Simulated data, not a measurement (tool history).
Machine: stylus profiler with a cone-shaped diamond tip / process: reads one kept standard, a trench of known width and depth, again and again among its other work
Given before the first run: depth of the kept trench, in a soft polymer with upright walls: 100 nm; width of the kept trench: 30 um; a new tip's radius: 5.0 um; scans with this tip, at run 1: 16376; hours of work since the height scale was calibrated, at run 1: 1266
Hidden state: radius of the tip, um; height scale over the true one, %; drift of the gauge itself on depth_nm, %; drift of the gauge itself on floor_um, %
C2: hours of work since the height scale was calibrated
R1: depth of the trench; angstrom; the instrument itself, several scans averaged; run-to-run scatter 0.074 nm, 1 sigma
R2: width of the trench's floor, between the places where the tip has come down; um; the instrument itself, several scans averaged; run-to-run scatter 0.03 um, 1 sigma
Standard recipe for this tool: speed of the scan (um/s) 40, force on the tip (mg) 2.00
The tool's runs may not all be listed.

run 1 hour=0.0 | speed_of_the_scan_(um/s)=40 force_on_the_tip_(mg)=2.00 | scans_with_this_tip=16376 C2=1266 | R1=1008.0 R2=27.08
run 2 hour=21.8 | speed_of_the_scan_(um/s)=40 force_on_the_tip_(mg)=2.00 | scans_with_this_tip=16546 C2=1279 | R1=1009.1 R2=27.09
run 3 hour=41.0 | speed_of_the_scan_(um/s)=40 force_on_the_tip_(mg)=2.00 | scans_with_this_tip=16696 C2=1291 | R1=1009.2 R2=27.08
run 4 hour=58.8 | speed_of_the_scan_(um/s)=40 force_on_the_tip_(mg)=2.00 | scans_with_this_tip=16836 C2=1302 | R1=1008.5 R2=27.09
run 5 hour=73.3 | speed_of_the_scan_(um/s)=40 force_on_the_tip_(mg)=2.00 | scans_with_this_tip=16949 C2=1311 | R1=1008.8 R2=27.11
run 6 hour=104.5 | speed_of_the_scan_(um/s)=40 force_on_the_tip_(mg)=2.00 | scans_with_this_tip=17194 C2=1330 | R1=1007.9 R2=27.07
run 7 hour=121.6 | speed_of_the_scan_(um/s)=40 force_on_the_tip_(mg)=1.55 | scans_with_this_tip=17328 C2=1340 | R1=1009.0 R2=27.04
run 8 hour=153.7 | speed_of_the_scan_(um/s)=40 force_on_the_tip_(mg)=2.84 | scans_with_this_tip=17579 C2=1359 | R1=1009.6 R2=27.08
run 9 hour=180.5 | speed_of_the_scan_(um/s)=40 force_on_the_tip_(mg)=2.00 | scans_with_this_tip=17789 C2=1376 | R1=1010.1 R2=27.02
run 10 hour=199.0 | speed_of_the_scan_(um/s)=40 force_on_the_tip_(mg)=2.00 | scans_with_this_tip=17934 C2=1387 | R1=1009.8 R2=27.01
run 11 hour=228.3 | speed_of_the_scan_(um/s)=40 force_on_the_tip_(mg)=0.97 | scans_with_this_tip=18164 C2=1405 | R1=1008.1 R2=26.93
run 12 hour=245.3 | speed_of_the_scan_(um/s)=40 force_on_the_tip_(mg)=0.97 | scans_with_this_tip=18297 C2=1415 | R1=1007.9 R2=26.93
run 13 hour=272.5 | speed_of_the_scan_(um/s)=34 force_on_the_tip_(mg)=2.00 | scans_with_this_tip=18510 C2=1431 | R1=1007.9 R2=27.05
run 14 hour=303.4 | speed_of_the_scan_(um/s)=34 force_on_the_tip_(mg)=2.00 | scans_with_this_tip=18752 C2=1450 | R1=1009.8 R2=27.05
run 15 hour=325.3 | speed_of_the_scan_(um/s)=40 force_on_the_tip_(mg)=5.54 | scans_with_this_tip=18923 C2=1463 | R1=1016.1 R2=27.14
run 16 hour=354.4 | speed_of_the_scan_(um/s)=120 force_on_the_tip_(mg)=5.54 | scans_with_this_tip=19151 C2=1481 | R1=1014.3 R2=26.84
-- hour=357.4 height scale calibrated on a step standard
run 17 hour=382.5 | speed_of_the_scan_(um/s)=40 force_on_the_tip_(mg)=4.60 | scans_with_this_tip=19367 C2=15 | R1=1014.3 R2=27.07
run 18 hour=403.1 | speed_of_the_scan_(um/s)=35 force_on_the_tip_(mg)=4.53 | scans_with_this_tip=19528 C2=28 | R1=1015.1 R2=27.10
-- hour=423.2 height scale calibrated on a step standard, once more
run 19 hour=428.5 | speed_of_the_scan_(um/s)=26 force_on_the_tip_(mg)=2.46 | scans_with_this_tip=19724 C2=3 | R1=1005.6 R2=27.09
run 20 hour=448.4 | speed_of_the_scan_(um/s)=149 force_on_the_tip_(mg)=0.97 | scans_with_this_tip=19879 C2=15 | R1=1002.9 R2=25.86
run 21 hour=475.4 | speed_of_the_scan_(um/s)=115 force_on_the_tip_(mg)=0.73 | scans_with_this_tip=20091 C2=32 | R1=1002.4 R2=26.02
run 22 hour=492.5 | speed_of_the_scan_(um/s)=13 force_on_the_tip_(mg)=0.70 | scans_with_this_tip=20225 C2=42 | R1=1004.6 R2=27.07
run 23 hour=520.4 | speed_of_the_scan_(um/s)=32 force_on_the_tip_(mg)=4.46 | scans_with_this_tip=20443 C2=59 | R1=1009.8 R2=27.02
run 24 hour=553.2 | speed_of_the_scan_(um/s)=63 force_on_the_tip_(mg)=1.78 | scans_with_this_tip=20700 C2=79 | R1=1005.6 R2=26.79
run 25 hour=569.1 | speed_of_the_scan_(um/s)=54 force_on_the_tip_(mg)=1.30 | scans_with_this_tip=20825 C2=88 | R1=1004.9 R2=26.75
run 26 hour=590.3 | speed_of_the_scan_(um/s)=99 force_on_the_tip_(mg)=0.95 | scans_with_this_tip=20990 C2=101 | R1=1003.7 R2=26.26
run 27 hour=611.1 | speed_of_the_scan_(um/s)=19 force_on_the_tip_(mg)=0.95 | scans_with_this_tip=21153 C2=114 | R1=1004.3 R2=26.98
run 28 hour=634.6 | speed_of_the_scan_(um/s)=24 force_on_the_tip_(mg)=0.71 | scans_with_this_tip=21337 C2=128 | R1=1002.6 R2=26.87
run 29 hour=655.8 | speed_of_the_scan_(um/s)=33 force_on_the_tip_(mg)=3.18 | scans_with_this_tip=21503 C2=141 | R1=1007.9 R2=26.98
run 30 hour=681.2 | speed_of_the_scan_(um/s)=85 force_on_the_tip_(mg)=2.06 | scans_with_this_tip=21702 C2=156 | R1=1006.0 R2=26.67
run 31 hour=707.2 | speed_of_the_scan_(um/s)=105 force_on_the_tip_(mg)=3.79 | scans_with_this_tip=21906 C2=172 | R1=1009.3 R2=26.68
run 32 hour=727.1 | speed_of_the_scan_(um/s)=99 force_on_the_tip_(mg)=1.21 | scans_with_this_tip=22061 C2=184 | R1=1003.7 R2=26.40
run 33 hour=757.8 | speed_of_the_scan_(um/s)=78 force_on_the_tip_(mg)=2.00 | scans_with_this_tip=22302 C2=203 | R1=1006.4 R2=26.63

Below are 3 alternative next runs, each starting from the tool's condition after run 33. Predict each:
run A hour=782.9 | speed_of_the_scan_(um/s)=18 force_on_the_tip_(mg)=3.39 | scans_with_this_tip=22498 C2=218 | R1=? R2=?
run B hour=782.9 | speed_of_the_scan_(um/s)=114 force_on_the_tip_(mg)=2.39 | scans_with_this_tip=22498 C2=218 | R1=? R2=?
run C hour=782.9 | speed_of_the_scan_(um/s)=23 force_on_the_tip_(mg)=0.91 | scans_with_this_tip=22498 C2=218 | R1=? R2=?

run=A R1=1008.6 R2=27.05
run=B R1=1007.4 R2=26.44
run=C R1=1004.1 R2=26.94
Had the tool no hidden state, the same runs would have come out as:
run=A R1=1008.1 R2=27.93
run=B R1=1006.9 R2=27.33
run=C R1=1003.6 R2=27.82
